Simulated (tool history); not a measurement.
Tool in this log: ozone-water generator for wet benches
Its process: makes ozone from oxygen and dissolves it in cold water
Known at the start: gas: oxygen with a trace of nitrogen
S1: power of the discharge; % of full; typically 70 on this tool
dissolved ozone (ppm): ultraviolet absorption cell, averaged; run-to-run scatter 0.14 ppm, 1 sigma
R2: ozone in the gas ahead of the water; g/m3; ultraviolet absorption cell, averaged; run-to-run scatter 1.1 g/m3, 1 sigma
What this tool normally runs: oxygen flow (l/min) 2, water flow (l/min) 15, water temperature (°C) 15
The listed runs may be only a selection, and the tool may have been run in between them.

run 1 hour=0 | S1=70 oxygen_flow_(l/min)=2 water_flow_(l/min)=15 water_temperature_(°C)=15 | dissolved_ozone_(ppm)=15.5 R2=192
run 2 hour=27.5 | S1=70 oxygen_flow_(l/min)=2 water_flow_(l/min)=15 water_temperature_(°C)=15 | dissolved_ozone_(ppm)=15.8 R2=194.6
run 3 hour=70.1 | S1=70 oxygen_flow_(l/min)=2 water_flow_(l/min)=15 water_temperature_(°C)=15 | dissolved_ozone_(ppm)=15.6 R2=193.4
run 4 hour=126.8 | S1=60 oxygen_flow_(l/min)=2 water_flow_(l/min)=15 water_temperature_(°C)=15 | dissolved_ozone_(ppm)=14.1 R2=179.4
run 5 hour=150.3 | S1=70 oxygen_flow_(l/min)=2 water_flow_(l/min)=14 water_temperature_(°C)=15 | dissolved_ozone_(ppm)=16.4 R2=194.7
run 6 hour=176.9 | S1=70 oxygen_flow_(l/min)=2 water_flow_(l/min)=14 water_temperature_(°C)=15 | dissolved_ozone_(ppm)=16.5 R2=192.7
run 7 hour=216.3 | S1=70 oxygen_flow_(l/min)=2 water_flow_(l/min)=14 water_temperature_(°C)=15 | dissolved_ozone_(ppm)=16.7 R2=194.7
run 8 hour=273.4 | S1=70 oxygen_flow_(l/min)=2 water_flow_(l/min)=15 water_temperature_(°C)=15 | dissolved_ozone_(ppm)=15.7 R2=191.8
run 9 hour=320.2 | S1=70 oxygen_flow_(l/min)=2 water_flow_(l/min)=15 water_temperature_(°C)=15 | dissolved_ozone_(ppm)=15.6 R2=193
-- hour=325 water thermometer calibrated
run 10 hour=375.1 | S1=70 oxygen_flow_(l/min)=2 water_flow_(l/min)=15 water_temperature_(°C)=15 | dissolved_ozone_(ppm)=15.5 R2=192.7
run 11 hour=404.6 | S1=70 oxygen_flow_(l/min)=2 water_flow_(l/min)=15 water_temperature_(°C)=15 | dissolved_ozone_(ppm)=15.5 R2=192.8
run 12 hour=448.9 | S1=70 oxygen_flow_(l/min)=2 water_flow_(l/min)=15 water_temperature_(°C)=14 | dissolved_ozone_(ppm)=15.3 R2=192.1
run 13 hour=491.8 | S1=70 oxygen_flow_(l/min)=2 water_flow_(l/min)=15 water_temperature_(°C)=14 | dissolved_ozone_(ppm)=15.6 R2=191.9
run 14 hour=542.4 | S1=70 oxygen_flow_(l/min)=2 water_flow_(l/min)=15 water_temperature_(°C)=14 | dissolved_ozone_(ppm)=15.8 R2=192.5
run 15 hour=592.2 | S1=70 oxygen_flow_(l/min)=2 water_flow_(l/min)=15 water_temperature_(°C)=14 | dissolved_ozone_(ppm)=15.4 R2=192.2
-- hour=606.8 water thermometer calibrated, once more
run 16 hour=620.4 | S1=70 oxygen_flow_(l/min)=2 water_flow_(l/min)=15 water_temperature_(°C)=14 | dissolved_ozone_(ppm)=15.5 R2=191.1
run 17 hour=657.5 | S1=70 oxygen_flow_(l/min)=2 water_flow_(l/min)=15 water_temperature_(°C)=14 | dissolved_ozone_(ppm)=15.7 R2=191.2
run 18 hour=685.3 | S1=70 oxygen_flow_(l/min)=2 water_flow_(l/min)=15 water_temperature_(°C)=18 | dissolved_ozone_(ppm)=15.1 R2=190.2
run 19 hour=729.8 | S1=70 oxygen_flow_(l/min)=2.85 water_flow_(l/min)=14 water_temperature_(°C)=7 | dissolved_ozone_(ppm)=19.1 R2=160.8

Estimate the outcome of run 20 from the log above:
run 20 hour=780.7 | S1=70 oxygen_flow_(l/min)=2.85 water_flow_(l/min)=14 water_temperature_(°C)=7 | dissolved_ozone_(ppm)=? R2=?

{"run 20": {"dissolved ozone (ppm)": 18.9, "R2": 162.4}}
The same run, on a tool lacking any hidden state, would have yielded dissolved ozone (ppm) 20.3, R2 168.9 g/m3.

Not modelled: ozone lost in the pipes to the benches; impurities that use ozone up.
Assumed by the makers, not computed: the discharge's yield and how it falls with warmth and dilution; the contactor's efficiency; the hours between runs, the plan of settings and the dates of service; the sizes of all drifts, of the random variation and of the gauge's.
